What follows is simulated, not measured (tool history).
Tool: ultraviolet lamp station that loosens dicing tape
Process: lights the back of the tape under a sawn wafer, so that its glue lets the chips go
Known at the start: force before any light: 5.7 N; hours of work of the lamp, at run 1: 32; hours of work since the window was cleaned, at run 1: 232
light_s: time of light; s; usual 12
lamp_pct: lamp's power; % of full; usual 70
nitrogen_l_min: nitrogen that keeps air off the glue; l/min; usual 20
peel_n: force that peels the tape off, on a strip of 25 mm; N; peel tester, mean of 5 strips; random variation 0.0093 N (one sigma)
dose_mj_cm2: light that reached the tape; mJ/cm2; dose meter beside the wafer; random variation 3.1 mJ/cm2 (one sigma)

| run | hour | light_s | lamp_pct | nitrogen_l_min | hours of work of the lamp | hours of work since the window was cleaned | peel_n | dose_mj_cm2 |
|---|---|---|---|---|---|---|---|---|
| 1 | 0 | 12 | 70 | 20 | 32 | 232 | 0.441 | 438 |
| 2 | 5.7 | 12 | 70 | 8 | 37 | 236 | 0.657 | 433 |
| 3 | 17.2 | 12 | 70 | 8 | 45 | 245 | 0.656 | 441 |
| 4 | 24.8 | 12 | 70 | 8 | 51 | 250 | 0.613 | 428 |
| 5 | 34.7 | 13 | 70 | 20 | 58 | 258 | 0.396 | 466 |
| 6 | 45 | 12 | 70 | 20 | 66 | 266 | 0.467 | 433 |
| 7 | 56.5 | 12 | 70 | 20 | 75 | 274 | 0.461 | 427 |
| 8 | 66.9 | 12 | 70 | 20 | 83 | 282 | 0.444 | 433 |
| 9 | 78.5 | 12 | 70 | 20 | 91 | 291 | 0.449 | 424 |
| 10 | 85.5 | 12 | 70 | 20 | 97 | 296 | 0.469 | 424 |
| 11 | 97.7 | 12 | 70 | 10 | 106 | 305 | 0.607 | 426 |
| 12 | 104.7 | 12 | 100 | 20 | 111 | 311 | 0.237 | 609 |
| 13 | 113 | 11 | 91 | 23 | 117 | 317 | 0.313 | 507 |
| 14 | 118.2 | 11 | 89 | 23 | 121 | 321 | 0.332 | 493 |
| 15 | 127.8 | 19 | 74 | 20 | 129 | 328 | 0.19 | 706 |
| 16 | 137 | 10 | 95 | 15 | 135 | 335 | 0.402 | 478 |
| 17 | 148.8 | 10 | 95 | 15 | 144 | 344 | 0.416 | 473 |
| 18 | 158.6 | 12 | 92 | 23 | 152 | 351 | 0.264 | 548 |
| 19 | 166.4 | 12 | 82 | 23 | 158 | 357 | 0.345 | 480 |
| 20 | 178.2 | 12 | 82 | 23 | 166 | 366 | 0.335 | 486 |
| 21 | 188.9 | 23 | 85 | 10 | 175 | 374 | 0.168 | 956 |
| 22 | 195.6 | 23 | 76 | 10 | 180 | 379 | 0.169 | 858 |
| 23 | 202.2 | 14 | 78 | 10 | 184 | 384 | 0.413 | 534 |

3 ways to go on from here, each from the tool as it stands after run 23. What would each give?
| A | 213 | 13 | 84 | 27 | 193 | 392 | ? | ? |
| B | 213 | 15 | 61 | 34 | 193 | 392 | ? | ? |
| C | 213 | 7 | 64 | 20 | 193 | 392 | ? | ? |

| run | peel_n | dose_mj_cm2 |
|---|---|---|
| A | 0.268 | 535 |
| B | 0.361 | 449 |
| C | 1.484 | 217 |
Without the tool's hidden state the same runs would have given:
| run | peel_n | dose_mj_cm2 |
|---|---|---|
| A | 0.215 | 605 |
| B | 0.282 | 508 |
| C | 1.253 | 245 |
